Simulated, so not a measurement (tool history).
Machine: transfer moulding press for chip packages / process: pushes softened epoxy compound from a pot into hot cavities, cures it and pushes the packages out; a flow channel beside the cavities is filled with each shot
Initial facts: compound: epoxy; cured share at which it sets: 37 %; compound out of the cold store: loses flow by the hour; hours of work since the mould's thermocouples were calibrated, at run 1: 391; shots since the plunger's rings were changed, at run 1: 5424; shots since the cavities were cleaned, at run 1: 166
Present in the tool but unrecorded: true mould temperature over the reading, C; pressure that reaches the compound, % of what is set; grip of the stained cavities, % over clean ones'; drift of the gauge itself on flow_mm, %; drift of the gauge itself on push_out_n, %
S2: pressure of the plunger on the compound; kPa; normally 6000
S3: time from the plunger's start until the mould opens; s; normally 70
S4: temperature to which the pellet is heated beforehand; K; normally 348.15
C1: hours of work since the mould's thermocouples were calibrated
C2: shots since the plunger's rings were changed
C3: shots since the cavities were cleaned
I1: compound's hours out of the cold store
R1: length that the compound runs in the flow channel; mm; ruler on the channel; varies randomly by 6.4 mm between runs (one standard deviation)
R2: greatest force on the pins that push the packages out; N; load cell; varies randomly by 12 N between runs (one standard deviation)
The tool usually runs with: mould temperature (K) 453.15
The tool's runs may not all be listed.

run 1 hour=0 | mould_temperature_(K)=453.15 S2=6000 S3=70 S4=348.15 | C1=391 C2=5424 C3=166 | I1=30.6 | R1=683 R2=772
-- hour=8.9 plunger's sealing rings changed
run 2 hour=14.6 | mould_temperature_(K)=453.15 S2=6000 S3=70 S4=357.15 | C1=398 C2=69 C3=311 | I1=26.7 | R1=737 R2=844
run 3 hour=26.9 | mould_temperature_(K)=453.15 S2=6000 S3=70 S4=357.15 | C1=405 C2=216 C3=458 | I1=38 | R1=716 R2=921
-- hour=31.1 cavities cleaned with cleaning compound and waxed
run 4 hour=36.8 | mould_temperature_(K)=453.15 S2=6000 S3=70 S4=357.15 | C1=409 C2=316 C3=68 | I1=8.5 | R1=768 R2=720
run 5 hour=55.3 | mould_temperature_(K)=453.15 S2=6000 S3=70 S4=348.15 | C1=419 C2=538 C3=290 | I1=16.8 | R1=732 R2=881
-- hour=72.6 cavities cleaned with cleaning compound and waxed
run 6 hour=72.6 | mould_temperature_(K)=453.15 S2=6000 S3=70 S4=348.15 | C1=428 C2=727 C3=0 | I1=8.7 | R1=754 R2=662
run 7 hour=88.8 | mould_temperature_(K)=453.15 S2=6000 S3=70 S4=348.15 | C1=437 C2=922 C3=195 | I1=30.9 | R1=725 R2=801
run 8 hour=103.9 | mould_temperature_(K)=453.15 S2=6000 S3=70 S4=348.15 | C1=445 C2=1103 C3=376 | I1=17.8 | R1=727 R2=957
-- hour=114.4 cavities cleaned with cleaning compound and waxed
run 9 hour=123.2 | mould_temperature_(K)=451.15 S2=6000 S3=70 S4=348.15 | C1=455 C2=1316 C3=105 | I1=44.7 | R1=714 R2=790
run 10 hour=137.9 | mould_temperature_(K)=451.15 S2=6000 S3=70 S4=348.15 | C1=463 C2=1491 C3=280 | I1=24.4 | R1=740 R2=998
run 11 hour=149.5 | mould_temperature_(K)=451.15 S2=6000 S3=70 S4=348.15 | C1=469 C2=1630 C3=419 | I1=40.4 | R1=713 R2=1056
-- hour=156.4 cavities cleaned with cleaning compound and waxed
run 12 hour=158.9 | mould_temperature_(K)=451.15 S2=6000 S3=70 S4=348.15 | C1=474 C2=1725 C3=29 | I1=47.4 | R1=705 R2=768
run 13 hour=174.7 | mould_temperature_(K)=453.15 S2=6000 S3=70 S4=338.15 | C1=482 C2=1915 C3=219 | I1=23.3 | R1=732 R2=921
run 14 hour=190.9 | mould_temperature_(K)=453.15 S2=5400 S3=70 S4=338.15 | C1=491 C2=2109 C3=413 | I1=11 | R1=711 R2=980
-- hour=198 cavities cleaned with cleaning compound and waxed
run 15 hour=205.7 | mould_temperature_(K)=453.15 S2=5400 S3=70 S4=338.15 | C1=499 C2=2268 C3=92 | I1=21.6 | R1=690 R2=794
run 16 hour=218.7 | mould_temperature_(K)=449.15 S2=5780 S3=70 S4=338.15 | C1=506 C2=2424 C3=248 | I1=35.4 | R1=705 R2=1168
run 17 hour=230.8 | mould_temperature_(K)=449.15 S2=4570 S3=74 S4=338.15 | C1=512 C2=2569 C3=393 | I1=12 | R1=640 R2=1192
-- hour=239.7 cavities cleaned with cleaning compound and waxed
run 18 hour=245.1 | mould_temperature_(K)=457.15 S2=6000 S3=70 S4=354.15 | C1=519 C2=2722 C3=65 | I1=20.9 | R1=717 R2=549
run 19 hour=264 | mould_temperature_(K)=450.15 S2=4690 S3=70 S4=341.15 | C1=530 C2=2949 C3=292 | I1=14.3 | R1=647 R2=1165
run 20 hour=278.1 | mould_temperature_(K)=453.15 S2=7290 S3=65 S4=350.15 | C1=538 C2=3117 C3=460 | I1=14.6 | R1=814 R2=1184
-- hour=282.1 cavities cleaned with cleaning compound and waxed
run 21 hour=291.4 | mould_temperature_(K)=455.15 S2=6000 S3=100 S4=348.15 | C1=544 C2=3259 C3=112 | I1=43.8 | R1=677 R2=453
run 22 hour=300.8 | mould_temperature_(K)=455.15 S2=5120 S3=89 S4=355.15 | C1=549 C2=3371 C3=224 | I1=12.4 | R1=667 R2=521
run 23 hour=315.1 | mould_temperature_(K)=455.15 S2=6130 S3=68 S4=355.15 | C1=557 C2=3543 C3=396 | I1=8.3 | R1=729 R2=898
-- hour=323.9 cavities cleaned with cleaning compound and waxed
run 24 hour=326 | mould_temperature_(K)=455.15 S2=6130 S3=68 S4=355.15 | C1=562 C2=3656 C3=26 | I1=16 | R1=722 R2=639
run 25 hour=338.7 | mould_temperature_(K)=455.15 S2=6130 S3=68 S4=355.15 | C1=569 C2=3807 C3=177 | I1=44.9 | R1=677 R2=714
run 26 hour=350.1 | mould_temperature_(K)=459.15 S2=6130 S3=68 S4=355.15 | C1=576 C2=3944 C3=314 | I1=30.4 | R1=687 R2=631
-- hour=365.9 cavities cleaned with cleaning compound and waxed
run 27 hour=366.9 | mould_temperature_(K)=459.15 S2=6130 S3=68 S4=355.15 | C1=584 C2=4127 C3=12 | I1=17.6 | R1=702 R2=492

Predict each of these 4 candidate next runs independently; none follows another, all start after run 27:
run A hour=382.4 | mould_temperature_(K)=450.15 S2=7070 S3=68 S4=351.15 | C1=592 C2=4313 C3=198 | I1=16.4 | R1=? R2=?
run B hour=382.4 | mould_temperature_(K)=453.15 S2=5840 S3=91 S4=343.15 | C1=592 C2=4313 C3=198 | I1=24 | R1=? R2=?
run C hour=382.4 | mould_temperature_(K)=453.15 S2=6220 S3=68 S4=346.15 | C1=592 C2=4313 C3=198 | I1=47.3 | R1=? R2=?
run D hour=382.4 | mould_temperature_(K)=453.15 S2=4870 S3=70 S4=348.15 | C1=592 C2=4313 C3=198 | I1=26.6 | R1=? R2=?

run=A R1=776 R2=1123
run=B R1=680 R2=552
run=C R1=677 R2=849
run=D R1=639 R2=856
The same runs, with their run-to-run variation unchanged, on a tool lacking any hidden condition would have given:
run=A R1=826 R2=825
run=B R1=724 R2=422
run=C R1=721 R2=626
run=D R1=681 R2=633

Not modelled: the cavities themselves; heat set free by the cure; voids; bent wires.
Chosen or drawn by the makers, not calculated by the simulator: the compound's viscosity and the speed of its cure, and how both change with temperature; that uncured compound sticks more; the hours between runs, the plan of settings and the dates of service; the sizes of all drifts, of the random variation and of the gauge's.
